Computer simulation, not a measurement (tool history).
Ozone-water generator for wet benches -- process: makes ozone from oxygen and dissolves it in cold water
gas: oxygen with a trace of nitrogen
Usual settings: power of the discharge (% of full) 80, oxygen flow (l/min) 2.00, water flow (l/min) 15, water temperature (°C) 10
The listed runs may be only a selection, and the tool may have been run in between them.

run	hour	power of the discharge (% of full)	oxygen flow (l/min)	water flow (l/min)	water temperature (°C)	dissolved ozone (ppm)	ozone in the gas ahead of the water (g/m3)
1	0.0	80	2.00	15	10	16.4	240.8
2	60.3	80	2.00	15	10	16.3	240.6
3	121.0	80	2.00	15	10	16.3	241.1
4	211.9	80	2.00	15	10	16.1	238.8
5	312.2	80	2.00	15	10	16.0	235.6
6	407.5	80	2.00	15	10	15.9	235.8
7	456.0	80	2.00	15	10	15.6	235.2
8	557.3	80	2.00	15	6	16.1	231.1
9	605.7	80	2.26	15	10	15.9	218.3
10	688.9	80	2.26	13	10	17.7	216.4
11	790.2	80	2.26	13	10	17.7	213.2
12	892.1	47	2.00	15	10	11.8	173.9
13	984.0	47	2.00	15	10	11.4	172.6
14	1029.9	47	2.00	15	10	11.4	173.0
15	1084.9	47	2.00	15	10	11.4	172.7
16	1157.9	88	2.00	15	10	15.3	235.0
17	1215.4	80	2.00	15	10	14.8	225.4
18	1306.2	89	1.48	10	6	21.9	279.0
19	1383.1	89	1.48	10	6	21.7	279.1
20	1446.8	89	1.48	10	6	21.6	277.0
21	1544.6	73	1.10	22	15	7.6	292.9
22	1632.9	80	2.00	13	10	16.3	219.6
23	1692.4	80	2.00	11	10	18.6	218.7
24	1766.6	79	2.00	17	11	12.3	215.3
25	1854.3	80	1.32	17	11	11.0	271.1
26	1905.9	80	2.72	9	13	21.1	181.0
27	1952.0	80	2.72	9	13	21.2	180.2
28	2005.8	52	2.00	16	9	10.5	171.8
29	2107.6	52	2.00	16	9	10.6	173.8
30	2199.6	80	2.00	14	7	14.8	210.8
31	2296.6	86	3.23	20	10	11.6	166.0
32	2399.0	80	2.00	12	10	16.4	209.0
33	2499.8	80	2.00	12	10	16.2	207.7
34	2561.8	80	2.00	12	10	16.1	206.4

Withheld: 2 entries from between the runs. Position of each, and hidden state at the listed run before versus the listed run after:
Logged between run 16 and run 17: water thermometer calibrated (hour 1164.3)
  yield of the discharge, % of new electrodes': 91.5 -> 91.2; contactor's efficiency, % of a clean one's: 93.3 -> 93; true water temperature over the reading, C: 0.23 -> 0.39
  measured minus no-state result, dissolved ozone (ppm): -2.3 -> -2.2; ozone in the gas ahead of the water (g/m3): -24.6 -> -23.3
Logged between run 18 and run 19: water thermometer calibrated, once more (hour 1351.6)
  yield of the discharge, % of new electrodes': 90.7 -> 90.3; contactor's efficiency, % of a clean one's: 92.6 -> 92.3; true water temperature over the reading, C: 0.39 -> -0.02
  measured minus no-state result, dissolved ozone (ppm): -3.6 -> -3.7; ozone in the gas ahead of the water (g/m3): -32.4 -> -33.9
